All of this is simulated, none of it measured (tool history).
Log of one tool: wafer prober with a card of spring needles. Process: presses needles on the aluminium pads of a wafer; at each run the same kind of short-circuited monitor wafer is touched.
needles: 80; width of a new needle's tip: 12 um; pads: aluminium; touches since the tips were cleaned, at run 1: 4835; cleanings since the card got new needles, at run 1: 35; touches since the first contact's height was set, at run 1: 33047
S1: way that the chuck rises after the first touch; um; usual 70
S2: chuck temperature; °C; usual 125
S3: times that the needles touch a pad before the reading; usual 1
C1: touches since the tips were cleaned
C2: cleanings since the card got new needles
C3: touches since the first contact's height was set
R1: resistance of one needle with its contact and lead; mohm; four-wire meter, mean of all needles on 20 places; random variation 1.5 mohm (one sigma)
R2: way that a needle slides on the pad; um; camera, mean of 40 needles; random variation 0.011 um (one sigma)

Run 1, hour 0.0: usual settings; C1 4835; C2 35; C3 33047. Result: R1 140 mohm, R2 10.58 um.
At hour 6.1: tips cleaned on abrasive film.
Run 2, hour 14.5: usual settings; C1 1734; C2 36; C3 36028. Result: R1 142 mohm, R2 10.57 um.
Run 3, hour 32.9: usual settings; C1 5547; C2 36; C3 39841. Result: R1 143 mohm, R2 10.56 um.
At hour 35.5: tips cleaned on abrasive film.
Run 4, hour 47.8: usual settings; C1 2557; C2 37; C3 42922. Result: R1 144 mohm, R2 10.56 um.
At hour 66.8: tips cleaned on abrasive film.
Run 5, hour 75.2: usual settings; C1 1741; C2 38; C3 48573. Result: R1 141 mohm, R2 10.58 um.
At hour 98.0: tips cleaned on abrasive film.
Run 6, hour 100.2: usual settings; C1 475; C2 39; C3 53748. Result: R1 139 mohm, R2 10.56 um.
Run 7, hour 124.3: usual settings; C1 5464; C2 39; C3 58737. Result: R1 145 mohm, R2 10.57 um.
At hour 127.0: tips cleaned on abrasive film.
Run 8, hour 154.1: usual settings; C1 5629; C2 40; C3 64894. Result: R1 145 mohm, R2 10.58 um.
At hour 155.9: tips cleaned on abrasive film.
Run 9, hour 171.2: usual settings; C1 3191; C2 41; C3 68426. Result: R1 143 mohm, R2 10.59 um.
At hour 184.9: tips cleaned on abrasive film.
Run 10, hour 186.9: usual settings; C1 414; C2 42; C3 71648. Result: R1 142 mohm, R2 10.58 um.
At hour 191.6: height of the first contact set anew.
Run 11, hour 199.4: usual settings; C1 2939; C2 42; C3 1619. Result: R1 144 mohm, R2 10.58 um.
At hour 214.0: tips cleaned on abrasive film.
Run 12, hour 228.3: usual settings but S3 2; C1 2971; C2 43; C3 7595. Result: R1 143 mohm, R2 10.56 um.
At hour 244.3: tips cleaned on abrasive film.
Run 13, hour 255.7: usual settings but S3 2; C1 2365; C2 44; C3 13251. Result: R1 140 mohm, R2 10.58 um.
At hour 273.6: tips cleaned on abrasive film.
Run 14, hour 284.6: usual settings; C1 2282; C2 45; C3 19230. Result: R1 141 mohm, R2 10.57 um.
Run 15, hour 299.6: usual settings; C1 5386; C2 45; C3 22334. Result: R1 141 mohm, R2 10.57 um.
At hour 303.3: tips cleaned on abrasive film.
Run 16, hour 317.7: usual settings; C1 2997; C2 46; C3 26073. Result: R1 141 mohm, R2 10.59 um.
Run 17, hour 330.5: usual settings but S1 85 um; C1 5648; C2 46; C3 28724. Result: R1 141 mohm, R2 12.83 um.
At hour 332.2: tips cleaned on abrasive film.
Run 18, hour 346.5: usual settings but S1 81 um, S2 115 °C; C1 2958; C2 47; C3 32025. Result: R1 140 mohm, R2 12.27 um.
At hour 363.3: tips cleaned on abrasive film.
Run 19, hour 366.7: usual settings but S1 81 um, S2 115 °C; C1 712; C2 48; C3 36195. Result: R1 139 mohm, R2 12.25 um.
Run 20, hour 386.6: usual settings but S1 54 um; C1 4840; C2 48; C3 40323. Result: R1 143 mohm, R2 8.14 um.
At hour 393.1: tips cleaned on abrasive film.
Run 21, hour 409.0: usual settings but S1 55 um, S2 28 °C, S3 2; C1 3295; C2 49; C3 44930. Result: R1 128 mohm, R2 8.29 um.
At hour 422.3: tips cleaned on abrasive film.
Run 22, hour 423.0: usual settings but S1 87 um, S2 113 °C, S3 2; C1 131; C2 50; C3 47816. Result: R1 138 mohm, R2 13.15 um.
Run 23, hour 447.2: usual settings but S1 54 um, S2 59 °C; C1 5157; C2 50; C3 52842. Result: R1 133 mohm, R2 8.14 um.
At hour 451.5: tips cleaned on abrasive film.
Run 24, hour 472.1: usual settings; C1 4282; C2 51; C3 57987. Result: R1 141 mohm, R2 10.56 um.
At hour 480.9: tips cleaned on abrasive film.
Run 25, hour 489.6: usual settings; C1 1798; C2 52; C3 61577. Result: R1 140 mohm, R2 10.58 um.
Run 26, hour 502.5: usual settings but S1 86 um, S3 3; C1 4480; C2 52; C3 64259. Result: R1 142 mohm, R2 12.97 um.
At hour 510.7: tips cleaned on abrasive film.
Run 27, hour 527.5: usual settings but S1 85 um, S2 106 °C, S3 3; C1 3475; C2 53; C3 69423. Result: R1 141 mohm, R2 12.85 um.
At hour 539.6: tips cleaned on abrasive film.
At hour 544.0: height of the first contact set anew.
Run 28, hour 548.7: usual settings but S1 85 um, S2 106 °C, S3 3; C1 1814; C2 54; C3 977. Result: R1 140 mohm, R2 12.85 um.
Run 29, hour 564.9: usual settings but S1 58 um, S2 82 °C, S3 2; C1 5171; C2 54; C3 4334. Result: R1 135 mohm, R2 8.76 um.
At hour 568.8: tips cleaned on abrasive film.
Run 30, hour 581.4: usual settings but S1 51 um, S2 73 °C, S3 2; C1 2624; C2 55; C3 7746. Result: R1 136 mohm, R2 7.72 um.
At hour 598.9: tips cleaned on abrasive film.
Run 31, hour 607.4: usual settings but S1 57 um, S2 71 °C; C1 1762; C2 56; C3 13099. Result: R1 133 mohm, R2 8.60 um.

Forecast each of these 5 alternatives for the next run:
At hour 627.7: tips cleaned on abrasive film.
Run A, hour 627.7: usual settings but S1 56 um, S2 48 °C, S3 3; C1 0; C2 57; C3 17303. Result: R1 ?, R2 ?.
At hour 627.7: tips cleaned on abrasive film.
Run B, hour 627.7: usual settings but S2 59 °C; C1 0; C2 57; C3 17303. Result: R1 ?, R2 ?.
At hour 627.7: tips cleaned on abrasive film.
Run C, hour 627.7: usual settings but S1 57 um, S2 71 °C, S3 2; C1 0; C2 57; C3 17303. Result: R1 ?, R2 ?.
At hour 627.7: tips cleaned on abrasive film.
Run D, hour 627.7: usual settings but S1 61 um, S2 108 °C; C1 0; C2 57; C3 17303. Result: R1 ?, R2 ?.
At hour 627.7: tips cleaned on abrasive film.
Run E, hour 627.7: usual settings but S2 61 °C; C1 0; C2 57; C3 17303. Result: R1 ?, R2 ?.

run   R1     R2
  A  133   8.46
  B  133  10.57
  C  134   8.61
  D  140   9.23
  E  134  10.58
Without the tool's hidden state the same runs would have given:
run   R1     R2
  A  133   8.46
  B  133  10.57
  C  134   8.61
  D  140   9.24
  E  134  10.59

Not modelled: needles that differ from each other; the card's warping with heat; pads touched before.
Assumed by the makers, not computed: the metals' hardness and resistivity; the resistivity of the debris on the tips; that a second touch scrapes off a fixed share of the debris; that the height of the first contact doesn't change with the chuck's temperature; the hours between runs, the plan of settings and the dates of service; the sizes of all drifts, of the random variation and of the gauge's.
